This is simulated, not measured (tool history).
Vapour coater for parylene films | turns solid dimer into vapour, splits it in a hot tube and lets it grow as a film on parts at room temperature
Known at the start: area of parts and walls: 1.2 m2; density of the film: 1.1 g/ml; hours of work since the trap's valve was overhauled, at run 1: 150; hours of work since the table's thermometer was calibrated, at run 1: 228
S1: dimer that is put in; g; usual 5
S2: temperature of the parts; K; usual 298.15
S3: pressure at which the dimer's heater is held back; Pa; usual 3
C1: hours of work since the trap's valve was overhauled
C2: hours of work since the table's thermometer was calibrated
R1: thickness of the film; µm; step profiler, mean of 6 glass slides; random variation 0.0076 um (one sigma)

run 1 hour=0 | S1=5 S2=298.15 S3=3 | C1=150 C2=228 | R1=1.919
run 2 hour=22.9 | S1=5 S2=298.15 S3=3 | C1=166 C2=244 | R1=1.928
run 3 hour=44.8 | S1=5 S2=298.15 S3=3 | C1=181 C2=259 | R1=1.911
run 4 hour=65.8 | S1=5 S2=298.15 S3=3 | C1=196 C2=274 | R1=1.908
run 5 hour=87.9 | S1=5 S2=298.15 S3=3 | C1=211 C2=289 | R1=1.892
run 6 hour=106.2 | S1=5 S2=298.15 S3=3 | C1=224 C2=302 | R1=1.895
run 7 hour=128 | S1=5 S2=298.15 S3=3 | C1=239 C2=317 | R1=1.892
run 8 hour=149.3 | S1=5 S2=298.15 S3=3.67 | C1=253 C2=331 | R1=1.801
run 9 hour=164 | S1=5 S2=298.15 S3=3 | C1=264 C2=342 | R1=1.879
-- hour=190.7 trap's valve overhauled
run 10 hour=195.6 | S1=5 S2=298.15 S3=3 | C1=3 C2=361 | R1=1.996
run 11 hour=222.1 | S1=5 S2=298.15 S3=3 | C1=22 C2=379 | R1=1.999
run 12 hour=248.7 | S1=5 S2=298.15 S3=3 | C1=40 C2=398 | R1=1.991
run 13 hour=269 | S1=5 S2=298.15 S3=3 | C1=54 C2=412 | R1=1.985
run 14 hour=295.6 | S1=5 S2=298.15 S3=3 | C1=73 C2=430 | R1=1.956
run 15 hour=323.4 | S1=5 S2=298.15 S3=2.26 | C1=92 C2=449 | R1=2.068
run 16 hour=337.5 | S1=4 S2=298.15 S3=3.71 | C1=102 C2=459 | R1=1.504
run 17 hour=363.9 | S1=4 S2=298.15 S3=3.71 | C1=120 C2=477 | R1=1.483
run 18 hour=389.7 | S1=5 S2=303.15 S3=4.83 | C1=138 C2=495 | R1=1.495
run 19 hour=417.4 | S1=5 S2=303.15 S3=4.83 | C1=157 C2=514 | R1=1.48
run 20 hour=429.5 | S1=6 S2=298.15 S3=2.62 | C1=165 C2=523 | R1=2.374
run 21 hour=443 | S1=6 S2=298.15 S3=2.62 | C1=175 C2=532 | R1=2.383
-- hour=446 table's thermometer calibrated
run 22 hour=467.1 | S1=9 S2=294.15 S3=6.26 | C1=191 C2=15 | R1=3.426
-- hour=487.2 table's thermometer calibrated, once more
run 23 hour=492.9 | S1=5 S2=290.15 S3=3 | C1=208 C2=4 | R1=2.473
run 24 hour=507.5 | S1=5 S2=290.15 S3=3 | C1=218 C2=14 | R1=2.472
run 25 hour=522.5 | S1=2 S2=291.15 S3=9.24 | C1=228 C2=24 | R1=0.763
run 26 hour=534.2 | S1=6 S2=295.15 S3=11.4 | C1=236 C2=33 | R1=1.918
run 27 hour=545.5 | S1=6 S2=308.15 S3=2.96 | C1=244 C2=40 | R1=1.595
run 28 hour=557.3 | S1=6 S2=308.15 S3=2.96 | C1=252 C2=49 | R1=1.597
run 29 hour=578.7 | S1=5 S2=298.15 S3=2.26 | C1=267 C2=63 | R1=1.978
-- hour=600.5 trap's valve overhauled
run 30 hour=602.4 | S1=5 S2=298.15 S3=7.39 | C1=1 C2=77 | R1=1.663

Hidden state or all else? Some run-to-run changes of R1, split into what the settings, what came in and random variation would give without the hidden state, and what is left for the hidden state (with any gauge scatter that isn't in both results):
The hidden state here: vapour lost through the trap's worn valve, %; true temperature of the parts over the reading, C; drift of the gauge itself on film_um, %.
Run 9 -> 10: trap's valve overhauled. R1 +0.117 µm: hidden state +0.126, all else -0.009.
Run 21 -> 22: S1 6 -> 9, S2 298.15 -> 294.15, S3 2.62 -> 6.26, table's thermometer calibrated. R1 +1.043 µm: hidden state -0.049, all else +1.092.
Run 24 -> 25: S1 5 -> 2, S2 290.15 -> 291.15, S3 3 -> 9.24. R1 -1.709 µm: hidden state +0.107, all else -1.816.
Run 25 -> 26: S1 2 -> 6, S2 291.15 -> 295.15, S3 9.24 -> 11.4. R1 +1.155 µm: hidden state -0.08, all else +1.235.
Run 29 -> 30: S3 2.26 -> 7.39, trap's valve overhauled. R1 -0.315 µm: hidden state +0.141, all else -0.456.
